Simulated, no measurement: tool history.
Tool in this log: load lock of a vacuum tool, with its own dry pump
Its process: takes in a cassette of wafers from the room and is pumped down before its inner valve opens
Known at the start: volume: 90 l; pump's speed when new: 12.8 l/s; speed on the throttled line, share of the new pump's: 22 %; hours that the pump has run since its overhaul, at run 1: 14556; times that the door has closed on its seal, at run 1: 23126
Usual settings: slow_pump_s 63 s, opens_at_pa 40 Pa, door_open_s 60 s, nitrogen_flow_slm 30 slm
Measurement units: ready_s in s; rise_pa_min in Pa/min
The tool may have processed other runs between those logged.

| run | day | slow_pump_s | opens_at_pa | door_open_s | nitrogen_flow_slm | hours that the pump has run since its overhaul | times that the door has closed on its seal | incoming humidity of the room's air, % | ready_s | rise_pa_min |
|---|---|---|---|---|---|---|---|---|---|---|
| 1 | 0.000 | 63 | 40 | 60 | 30 | 14556 | 23126 | 45.1 | 110.8 | 0.128 |
| 2 | 10.204 | 63 | 40 | 148 | 30 | 14801 | 24032 | 43.9 | 110.7 | 0.145 |
| 3 | 24.300 | 63 | 40 | 100 | 30 | 15139 | 25284 | 43.7 | 111.8 | 0.148 |
| 4 | 36.146 | 63 | 40 | 100 | 30 | 15424 | 26335 | 45.1 | 111.9 | 0.161 |
| 5 | 50.175 | 63 | 40 | 100 | 30 | 15760 | 27581 | 45.3 | 111.1 | 0.168 |
| 6 | 59.762 | 63 | 40 | 100 | 32 | 15990 | 28432 | 46.5 | 112.5 | 0.174 |
| 7 | 71.112 | 63 | 40 | 100 | 32 | 16263 | 29439 | 43.1 | 111.5 | 0.183 |
| 8 | 83.229 | 63 | 40 | 100 | 32 | 16554 | 30515 | 46.7 | 112.3 | 0.190 |
| 9 | 95.471 | 63 | 40 | 60 | 30 | 16847 | 31602 | 46.3 | 111.5 | 0.200 |
|  | 104.883 | door's seal changed, seat wiped |
| 10 | 106.067 | 58 | 40 | 60 | 30 | 17100 | 105 | 46.3 | 108.7 | 0.016 |
| 11 | 123.775 | 58 | 40 | 60 | 30 | 17525 | 1677 | 46.6 | 108.6 | 0.029 |
| 12 | 143.521 | 58 | 40 | 60 | 30 | 17999 | 3430 | 44.6 | 108.7 | 0.027 |
| 13 | 160.112 | 58 | 40 | 60 | 30 | 18397 | 4903 | 44.7 | 109.6 | 0.032 |
| 14 | 178.083 | 58 | 40 | 60 | 30 | 18828 | 6498 | 44.5 | 109.2 | 0.040 |
| 15 | 197.238 | 63 | 40 | 60 | 30 | 19288 | 8199 | 45.1 | 113.6 | 0.045 |
| 16 | 212.279 | 63 | 40 | 60 | 30 | 19649 | 9534 | 46.8 | 114.4 | 0.054 |
| 17 | 223.633 | 63 | 42 | 60 | 30 | 19922 | 10542 | 43.8 | 112.6 | 0.054 |
| 18 | 238.875 | 63 | 42 | 60 | 30 | 20288 | 11895 | 47.8 | 114.3 | 0.061 |
| 19 | 254.796 | 63 | 42 | 60 | 30 | 20670 | 13308 | 41.7 | 114.7 | 0.067 |
| 20 | 270.225 | 74 | 62 | 47 | 10 | 21040 | 14678 | 48.8 | 117.5 | 0.088 |
| 21 | 291.388 | 63 | 29 | 39 | 33 | 21548 | 16556 | 47.2 | 118.6 | 0.087 |
| 22 | 308.450 | 52 | 40 | 39 | 33 | 21957 | 18071 | 44.8 | 107.5 | 0.092 |
| 23 | 319.775 | 52 | 40 | 39 | 33 | 22229 | 19076 | 45.9 | 107.4 | 0.091 |
| 24 | 340.621 | 52 | 40 | 57 | 13 | 22729 | 20927 | 44.9 | 107.1 | 0.118 |
| 25 | 361.683 | 37 | 43 | 27 | 13 | 23235 | 22797 | 52.5 | 96.0 | 0.129 |
| 26 | 377.112 | 48 | 40 | 30 | 30 | 23605 | 24167 | 41.9 | 106.2 | 0.127 |
|  | 389.412 | dry pump taken out, an overhauled one fitted |
| 27 | 389.412 | 59 | 40 | 38 | 4 | 0 | 25236 | 42.7 | 100.5 | 0.154 |
| 28 | 401.508 | 91 | 70 | 44 | 30 | 290 | 26310 | 42.6 | 122.5 | 0.154 |
| 29 | 419.442 | 53 | 36 | 44 | 26 | 721 | 27902 | 43.0 | 96.8 | 0.172 |
| 30 | 438.833 | 46 | 40 | 76 | 12 | 1186 | 29624 | 44.0 | 90.6 | 0.200 |
| 31 | 449.029 | 46 | 40 | 76 | 12 | 1431 | 30529 | 42.8 | 91.4 | 0.212 |
| 32 | 467.629 | 63 | 40 | 227 | 28 | 1877 | 32180 | 45.0 | 104.0 | 0.228 |
|  | 470.829 | door's seal changed, seat wiped |
| 33 | 483.900 | 35 | 46 | 60 | 11 | 2266 | 1160 | 46.8 | 81.3 | 0.038 |
| 34 | 500.683 | 35 | 46 | 39 | 11 | 2669 | 2650 | 40.3 | 82.6 | 0.027 |
| 35 | 517.188 | 35 | 46 | 39 | 11 | 3065 | 4115 | 47.5 | 83.4 | 0.031 |
| 36 | 537.008 | 35 | 46 | 39 | 11 | 3541 | 5874 | 43.7 | 83.2 | 0.043 |
| 37 | 553.367 | 45 | 76 | 217 | 26 | 3933 | 7327 | 46.3 | 87.2 | 0.067 |
| 38 | 566.792 | 45 | 76 | 217 | 26 | 4256 | 8518 | 43.6 | 88.2 | 0.066 |

Predict each of these 3 candidate next runs independently; none follows another, all start after run 38:
| A | 582.117 | 45 | 75 | 217 | 26 | 4623 | 9879 | 46.8 | ? | ? |
| B | 582.117 | 63 | 40 | 222 | 4 | 4623 | 9879 | 43.4 | ? | ? |
| C | 582.117 | 43 | 40 | 60 | 6 | 4623 | 9879 | 46.0 | ? | ? |

| run | ready_s | rise_pa_min |
|---|---|---|
| A | 86.9 | 0.074 |
| B | 106.2 | 0.122 |
| C | 90.1 | 0.074 |
Stripped of hidden state, with their random variation kept, the same runs would have yielded:
| run | ready_s | rise_pa_min |
|---|---|---|
| A | 85.7 | 0.045 |
| B | 104.9 | 0.093 |
| C | 88.7 | 0.045 |
